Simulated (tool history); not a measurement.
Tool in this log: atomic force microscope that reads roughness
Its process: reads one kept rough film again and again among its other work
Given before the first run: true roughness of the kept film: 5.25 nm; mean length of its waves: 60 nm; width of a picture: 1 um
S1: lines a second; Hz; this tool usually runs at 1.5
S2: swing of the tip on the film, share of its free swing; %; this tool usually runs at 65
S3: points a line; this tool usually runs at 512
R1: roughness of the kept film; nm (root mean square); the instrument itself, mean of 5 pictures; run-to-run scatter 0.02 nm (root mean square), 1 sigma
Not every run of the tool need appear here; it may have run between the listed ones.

run 1 hour=0 | S1=1.5 S2=65 S3=512 | R1=4.182
-- hour=12.7 new tip fitted
run 2 hour=40 | S1=1.5 S2=74 S3=512 | R1=4.596
run 3 hour=83.8 | S1=1.5 S2=74 S3=512 | R1=4.411
run 4 hour=112.6 | S1=0.7 S2=65 S3=512 | R1=4.407
run 5 hour=150.4 | S1=0.7 S2=65 S3=512 | R1=4.222
-- hour=159.7 new tip fitted
run 6 hour=190 | S1=0.7 S2=65 S3=512 | R1=4.707
run 7 hour=219.3 | S1=1.5 S2=65 S3=512 | R1=4.502
run 8 hour=269.9 | S1=0.68 S2=65 S3=512 | R1=4.373
run 9 hour=291.5 | S1=1.5 S2=65 S3=512 | R1=4.221
-- hour=307.3 new tip fitted
run 10 hour=341.1 | S1=1.5 S2=65 S3=512 | R1=4.672
run 11 hour=363 | S1=1.5 S2=65 S3=295 | R1=4.522
run 12 hour=405 | S1=1.5 S2=65 S3=295 | R1=4.387
run 13 hour=452.7 | S1=1.5 S2=65 S3=295 | R1=4.205
-- hour=457.3 new tip fitted
run 14 hour=494.9 | S1=1.5 S2=65 S3=295 | R1=4.62
run 15 hour=543.9 | S1=1.5 S2=65 S3=295 | R1=4.401
run 16 hour=578.2 | S1=1.5 S2=65 S3=295 | R1=4.272
-- hour=606.6 new tip fitted
run 17 hour=617.8 | S1=1.5 S2=65 S3=295 | R1=4.737
run 18 hour=649.4 | S1=1.5 S2=90 S3=512 | R1=4.362
run 19 hour=683.1 | S1=1.5 S2=90 S3=512 | R1=4.183
run 20 hour=721.8 | S1=1.5 S2=90 S3=512 | R1=4.035
run 21 hour=751.6 | S1=1.5 S2=90 S3=512 | R1=3.905
-- hour=756 new tip fitted
run 22 hour=797.3 | S1=1.5 S2=90 S3=984 | R1=4.364
run 23 hour=829 | S1=1.5 S2=90 S3=984 | R1=4.217
run 24 hour=861.5 | S1=1.5 S2=66 S3=512 | R1=4.315
run 25 hour=894.1 | S1=3.05 S2=59 S3=256 | R1=4.134
-- hour=905 new tip fitted
run 26 hour=920.7 | S1=3.51 S2=87 S3=256 | R1=4.122
run 27 hour=973.5 | S1=1 S2=65 S3=514 | R1=4.532
run 28 hour=1008.4 | S1=1 S2=65 S3=514 | R1=4.358
run 29 hour=1041.5 | S1=1.5 S2=66 S3=810 | R1=4.219
-- hour=1055.1 new tip fitted
run 30 hour=1064.5 | S1=1.5 S2=56 S3=512 | R1=4.8
run 31 hour=1091.9 | S1=0.61 S2=82 S3=512 | R1=4.552
run 32 hour=1127.7 | S1=0.61 S2=82 S3=512 | R1=4.413
run 33 hour=1179.1 | S1=0.61 S2=80 S3=277 | R1=4.206
-- hour=1202.9 new tip fitted
run 34 hour=1229.9 | S1=0.61 S2=80 S3=635 | R1=4.674
run 35 hour=1276.5 | S1=0.58 S2=67 S3=645 | R1=4.465
run 36 hour=1314.9 | S1=0.58 S2=67 S3=645 | R1=4.323
run 37 hour=1346.7 | S1=0.58 S2=67 S3=645 | R1=4.189
-- hour=1349.8 new tip fitted
run 38 hour=1393.5 | S1=2.47 S2=55 S3=360 | R1=4.572
run 39 hour=1438.6 | S1=0.9 S2=65 S3=800 | R1=4.412
run 40 hour=1465.6 | S1=1.5 S2=59 S3=375 | R1=4.288
run 41 hour=1494.9 | S1=1.5 S2=59 S3=375 | R1=4.15
-- hour=1500.3 new tip fitted
-- hour=1515.7 height scale calibrated on a step standard
run 42 hour=1539.2 | S1=0.9 S2=65 S3=773 | R1=4.681
run 43 hour=1582.8 | S1=0.52 S2=64 S3=836 | R1=4.539
run 44 hour=1625.9 | S1=1.5 S2=67 S3=505 | R1=4.249
-- hour=1648.6 new tip fitted
run 45 hour=1649.8 | S1=0.74 S2=62 S3=256 | R1=4.874
run 46 hour=1688.8 | S1=2.03 S2=62 S3=256 | R1=4.602
run 47 hour=1740.2 | S1=0.52 S2=62 S3=343 | R1=4.486
run 48 hour=1768.6 | S1=3.92 S2=65 S3=339 | R1=4.16

Measured less the same run without the tool's hidden state. The same run-to-run variation is in both; the gauge's scatter may not be:
The tool's hidden condition here consists of: radius of the tip, nm; height scale over the true one, %; drift of the gauge itself on roughness_nm, %.
run=1 R1=-0.653
run=2 R1=-0.153
run=3 R1=-0.356
run=4 R1=-0.493
run=5 R1=-0.645
run=6 R1=-0.206
run=7 R1=-0.341
run=8 R1=-0.555
run=9 R1=-0.63
run=10 R1=-0.2
run=11 R1=-0.291
run=12 R1=-0.465
run=13 R1=-0.65
run=14 R1=-0.207
run=15 R1=-0.408
run=16 R1=-0.557
run=17 R1=-0.087
run=18 R1=-0.225
run=19 R1=-0.362
run=20 R1=-0.518
run=21 R1=-0.63
run=22 R1=-0.227
run=23 R1=-0.353
run=24 R1=-0.509
run=25 R1=-0.631
run=26 R1=-0.108
run=27 R1=-0.362
run=28 R1=-0.525
run=29 R1=-0.642
run=30 R1=-0.134
run=31 R1=-0.271
run=32 R1=-0.425
run=33 R1=-0.645
run=34 R1=-0.199
run=35 R1=-0.422
run=36 R1=-0.594
run=37 R1=-0.723
run=38 R1=-0.266
run=39 R1=-0.472
run=40 R1=-0.583
run=41 R1=-0.707
run=42 R1=-0.196
run=43 R1=-0.386
run=44 R1=-0.541
run=45 R1=-0.015
run=46 R1=-0.204
run=47 R1=-0.438
run=48 R1=-0.528
